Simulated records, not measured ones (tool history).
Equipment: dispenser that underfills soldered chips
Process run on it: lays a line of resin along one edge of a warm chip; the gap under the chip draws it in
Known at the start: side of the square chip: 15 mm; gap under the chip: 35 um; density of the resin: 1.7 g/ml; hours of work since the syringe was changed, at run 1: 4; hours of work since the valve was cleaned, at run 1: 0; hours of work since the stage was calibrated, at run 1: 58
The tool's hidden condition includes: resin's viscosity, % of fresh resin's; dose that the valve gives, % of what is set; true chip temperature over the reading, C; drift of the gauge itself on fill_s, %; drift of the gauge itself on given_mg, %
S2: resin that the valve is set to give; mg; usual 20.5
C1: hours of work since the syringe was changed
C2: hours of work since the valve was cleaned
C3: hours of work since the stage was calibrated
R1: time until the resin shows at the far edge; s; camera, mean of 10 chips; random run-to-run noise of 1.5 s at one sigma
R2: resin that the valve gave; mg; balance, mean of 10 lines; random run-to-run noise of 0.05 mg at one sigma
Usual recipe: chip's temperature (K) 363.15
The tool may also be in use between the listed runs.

{"run": 1, "hour": 0.0, "chip's temperature (K)": 363.15, "S2": 20.5, "C1": 4, "C2": 0, "C3": 58, "R1": 182.9, "R2": 20.62}
{"run": 2, "hour": 3.7, "chip's temperature (K)": 350.15, "S2": 20.5, "C1": 7, "C2": 2, "C3": 60, "R1": 313.8, "R2": 20.52}
{"run": 3, "hour": 7.3, "chip's temperature (K)": 373.15, "S2": 20.5, "C1": 9, "C2": 5, "C3": 63, "R1": 168.8, "R2": 20.48}
{"hour": 12.0, "done": "new syringe of resin"}
{"run": 4, "hour": 12.1, "chip's temperature (K)": 377.15, "S2": 20.5, "C1": 0, "C2": 7, "C3": 65, "R1": 102.0, "R2": 20.51}
{"run": 5, "hour": 15.2, "chip's temperature (K)": 377.15, "S2": 20.5, "C1": 2, "C2": 9, "C3": 67, "R1": 109.8, "R2": 20.41}
{"run": 6, "hour": 18.0, "chip's temperature (K)": 377.15, "S2": 20.5, "C1": 4, "C2": 11, "C3": 69, "R1": 119.1, "R2": 20.5}
{"run": 7, "hour": 23.0, "chip's temperature (K)": 377.15, "S2": 20.5, "C1": 7, "C2": 14, "C3": 72, "R1": 139.6, "R2": 20.45}
{"run": 8, "hour": 28.1, "chip's temperature (K)": 377.15, "S2": 20.5, "C1": 10, "C2": 17, "C3": 75, "R1": 160.5, "R2": 20.36}
{"hour": 30.7, "done": "new syringe of resin"}
{"run": 9, "hour": 32.9, "chip's temperature (K)": 363.15, "S2": 26.1, "C1": 1, "C2": 20, "C3": 78, "R1": 157.8, "R2": 25.72}
{"run": 10, "hour": 35.6, "chip's temperature (K)": 363.15, "S2": 26.1, "C1": 3, "C2": 22, "C3": 80, "R1": 171.2, "R2": 25.85}
{"run": 11, "hour": 40.8, "chip's temperature (K)": 363.15, "S2": 17.8, "C1": 6, "C2": 25, "C3": 83, "R1": 207.6, "R2": 17.56}
{"run": 12, "hour": 44.2, "chip's temperature (K)": 363.15, "S2": 17.8, "C1": 8, "C2": 27, "C3": 85, "R1": 232.5, "R2": 17.52}
{"run": 13, "hour": 48.0, "chip's temperature (K)": 363.15, "S2": 17.8, "C1": 11, "C2": 30, "C3": 88, "R1": 257.9, "R2": 17.54}
{"hour": 49.2, "done": "new syringe of resin"}
{"run": 14, "hour": 51.0, "chip's temperature (K)": 363.15, "S2": 20.5, "C1": 1, "C2": 31, "C3": 89, "R1": 163.3, "R2": 20.09}
{"run": 15, "hour": 56.6, "chip's temperature (K)": 363.15, "S2": 20.5, "C1": 5, "C2": 35, "C3": 93, "R1": 187.3, "R2": 20.13}
{"run": 16, "hour": 61.0, "chip's temperature (K)": 362.15, "S2": 20.5, "C1": 7, "C2": 38, "C3": 96, "R1": 222.0, "R2": 20.02}
{"run": 17, "hour": 66.8, "chip's temperature (K)": 366.15, "S2": 20.5, "C1": 11, "C2": 41, "C3": 99, "R1": 233.7, "R2": 19.98}
{"hour": 67.9, "done": "new syringe of resin"}
{"run": 18, "hour": 71.3, "chip's temperature (K)": 363.15, "S2": 20.5, "C1": 2, "C2": 44, "C3": 102, "R1": 170.7, "R2": 19.96}
{"run": 19, "hour": 75.7, "chip's temperature (K)": 363.15, "S2": 26.7, "C1": 5, "C2": 46, "C3": 104, "R1": 188.8, "R2": 25.92}
{"run": 20, "hour": 78.3, "chip's temperature (K)": 368.15, "S2": 18.5, "C1": 6, "C2": 48, "C3": 106, "R1": 182.6, "R2": 17.95}
{"run": 21, "hour": 82.9, "chip's temperature (K)": 368.15, "S2": 18.5, "C1": 9, "C2": 51, "C3": 109, "R1": 208.2, "R2": 17.89}
{"hour": 86.5, "done": "new syringe of resin"}
{"run": 22, "hour": 87.3, "chip's temperature (K)": 357.15, "S2": 17.6, "C1": 0, "C2": 54, "C3": 112, "R1": 195.7, "R2": 17.01}
{"run": 23, "hour": 92.4, "chip's temperature (K)": 367.15, "S2": 18.9, "C1": 4, "C2": 57, "C3": 115, "R1": 166.2, "R2": 18.24}
{"hour": 93.8, "done": "dispensing valve cleaned and set on the balance"}
{"run": 24, "hour": 97.0, "chip's temperature (K)": 367.15, "S2": 18.9, "C1": 6, "C2": 2, "C3": 117, "R1": 182.5, "R2": 18.82}
{"run": 25, "hour": 102.6, "chip's temperature (K)": 367.15, "S2": 18.9, "C1": 9, "C2": 6, "C3": 121, "R1": 212.7, "R2": 18.75}
{"hour": 106.2, "done": "new syringe of resin"}
{"run": 26, "hour": 108.2, "chip's temperature (K)": 367.15, "S2": 18.9, "C1": 1, "C2": 9, "C3": 124, "R1": 144.7, "R2": 18.76}
{"run": 27, "hour": 111.4, "chip's temperature (K)": 367.15, "S2": 18.9, "C1": 3, "C2": 11, "C3": 126, "R1": 158.9, "R2": 18.75}
{"run": 28, "hour": 116.3, "chip's temperature (K)": 374.15, "S2": 18.9, "C1": 6, "C2": 14, "C3": 129, "R1": 155.4, "R2": 18.77}
{"run": 29, "hour": 119.9, "chip's temperature (K)": 377.15, "S2": 18.2, "C1": 9, "C2": 16, "C3": 131, "R1": 158.2, "R2": 17.96}
{"run": 30, "hour": 122.8, "chip's temperature (K)": 363.15, "S2": 24.2, "C1": 10, "C2": 18, "C3": 133, "R1": 245.0, "R2": 23.77}
{"hour": 124.6, "done": "new syringe of resin"}
{"run": 31, "hour": 128.4, "chip's temperature (K)": 352.15, "S2": 24.0, "C1": 2, "C2": 21, "C3": 136, "R1": 237.5, "R2": 23.59}
{"run": 32, "hour": 131.6, "chip's temperature (K)": 363.15, "S2": 22.6, "C1": 4, "C2": 23, "C3": 138, "R1": 189.8, "R2": 22.22}
{"run": 33, "hour": 135.0, "chip's temperature (K)": 363.15, "S2": 22.6, "C1": 6, "C2": 25, "C3": 140, "R1": 209.4, "R2": 22.26}
{"run": 34, "hour": 139.8, "chip's temperature (K)": 369.15, "S2": 25.7, "C1": 9, "C2": 28, "C3": 143, "R1": 196.0, "R2": 25.26}
{"hour": 143.2, "done": "new syringe of resin"}
{"run": 35, "hour": 144.8, "chip's temperature (K)": 363.15, "S2": 19.8, "C1": 1, "C2": 31, "C3": 146, "R1": 160.6, "R2": 19.42}
{"run": 36, "hour": 149.1, "chip's temperature (K)": 361.15, "S2": 20.5, "C1": 4, "C2": 34, "C3": 149, "R1": 191.2, "R2": 20.04}

Here are 3 independent what-if runs from the current tool condition. What would each one return?
{"run": "A", "hour": 152.0, "chip's temperature (K)": 373.15, "S2": 26.0, "C1": 6, "C2": 36, "C3": 151, "R1": "?", "R2": "?"}
{"run": "B", "hour": 152.0, "chip's temperature (K)": 355.15, "S2": 18.5, "C1": 6, "C2": 36, "C3": 151, "R1": "?", "R2": "?"}
{"run": "C", "hour": 152.0, "chip's temperature (K)": 351.15, "S2": 19.8, "C1": 6, "C2": 36, "C3": 151, "R1": "?", "R2": "?"}

run=A R1=143.7 R2=25.41
run=B R1=257.7 R2=18.06
run=C R1=288.0 R2=19.29
Stripped of hidden state, with their random variation kept, the same runs would have yielded:
run=A R1=110.9 R2=26.02
run=B R1=197.8 R2=18.49
run=C R1=221.4 R2=19.75
